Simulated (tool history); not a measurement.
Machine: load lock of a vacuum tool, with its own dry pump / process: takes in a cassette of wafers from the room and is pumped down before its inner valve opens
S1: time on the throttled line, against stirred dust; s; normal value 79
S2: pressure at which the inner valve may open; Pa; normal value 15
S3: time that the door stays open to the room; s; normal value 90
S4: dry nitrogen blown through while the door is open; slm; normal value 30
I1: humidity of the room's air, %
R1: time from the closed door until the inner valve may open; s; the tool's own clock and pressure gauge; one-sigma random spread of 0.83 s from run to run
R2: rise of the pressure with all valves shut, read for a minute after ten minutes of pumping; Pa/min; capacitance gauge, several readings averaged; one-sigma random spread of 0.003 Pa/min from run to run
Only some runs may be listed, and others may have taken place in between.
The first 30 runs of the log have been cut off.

Run 31, hour 4902.5: usual settings but S1 116 s; I1 48.1. Result: R1 170.3 s, R2 0.053 Pa/min.
Run 32, hour 5044.4: usual settings but S1 51 s, S2 12 Pa; I1 44.7. Result: R1 115.9 s, R2 0.054 Pa/min.
Run 33, hour 5191.2: usual settings but S1 48 s, S2 12 Pa, S3 174 s, S4 21 slm; I1 49.9. Result: R1 113.0 s, R2 0.069 Pa/min.
Run 34, hour 5315.6: usual settings but S2 27 Pa, S3 37 s, S4 27 slm; I1 45.8. Result: R1 131.9 s, R2 0.055 Pa/min.
Run 35, hour 5474.3: usual settings but S1 127 s, S2 12 Pa, S3 37 s, S4 44 slm; I1 44.2. Result: R1 177.3 s, R2 0.054 Pa/min.
Run 36, hour 5635.7: usual settings but S1 127 s, S2 12 Pa, S3 37 s, S4 44 slm; I1 44.3. Result: R1 179.0 s, R2 0.058 Pa/min.
Run 37, hour 5846.7: usual settings but S1 114 s, S2 11 Pa, S3 68 s; I1 44.5. Result: R1 170.1 s, R2 0.072 Pa/min.
Run 38, hour 5990.5: usual settings but S1 49 s, S2 19 Pa; I1 43.9. Result: R1 110.5 s, R2 0.077 Pa/min.

Below are 3 alternative next runs, each starting from the tool's condition after run 38. Predict each:
Run A, hour 6162.3: usual settings but S1 128 s, S2 11 Pa, S4 29 slm; I1 46.9. Result: R1 ?, R2 ?.
Run B, hour 6162.3: usual settings but S1 60 s, S2 14 Pa; I1 44.9. Result: R1 ?, R2 ?.
Run C, hour 6162.3: usual settings but S1 137 s, S2 12 Pa, S4 18 slm; I1 46.6. Result: R1 ?, R2 ?.

run     R1     R2
  A  180.3  0.084
  B  121.9  0.081
  C  188.2  0.088
Without the tool's hidden state the same runs would have given:
run     R1     R2
  A  172.0  0.019
  B  112.2  0.014
  C  180.2  0.022

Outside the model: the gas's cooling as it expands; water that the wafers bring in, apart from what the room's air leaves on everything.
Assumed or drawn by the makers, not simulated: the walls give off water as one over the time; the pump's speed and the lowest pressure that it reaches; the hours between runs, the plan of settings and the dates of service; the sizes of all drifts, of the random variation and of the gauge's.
